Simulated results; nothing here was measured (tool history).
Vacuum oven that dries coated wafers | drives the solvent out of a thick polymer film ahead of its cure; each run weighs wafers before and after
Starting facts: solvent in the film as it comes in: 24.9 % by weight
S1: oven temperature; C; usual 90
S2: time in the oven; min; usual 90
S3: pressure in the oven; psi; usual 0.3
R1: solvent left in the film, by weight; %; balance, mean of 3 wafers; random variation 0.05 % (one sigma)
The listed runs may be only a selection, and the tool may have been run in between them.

Run 1, day 0: usual settings. Result: R1 2.27 %.
Run 2, day 0.408: usual settings. Result: R1 2.33 %.
Run 3, day 0.962: usual settings but S1 80 C. Result: R1 5.47 %.
Run 4, day 1.3: usual settings but S1 80 C. Result: R1 5.46 %.
Run 5, day 1.817: usual settings but S1 80 C. Result: R1 5.48 %.
Run 6, day 2.221: usual settings but S1 98 C. Result: R1 1.01 %.
Run 7, day 2.721: usual settings but S2 129 min. Result: R1 1.41 %.

Estimate the outcome of run 8 from the log above:
Run 8, day 3.246: usual settings but S2 129 min. Result: R1 ?.

Logged for run 8: R1 1.44 %.
Take away the tool's hidden state, keep the run-to-run variation as it was, and the same run would have given R1 1.33 %.
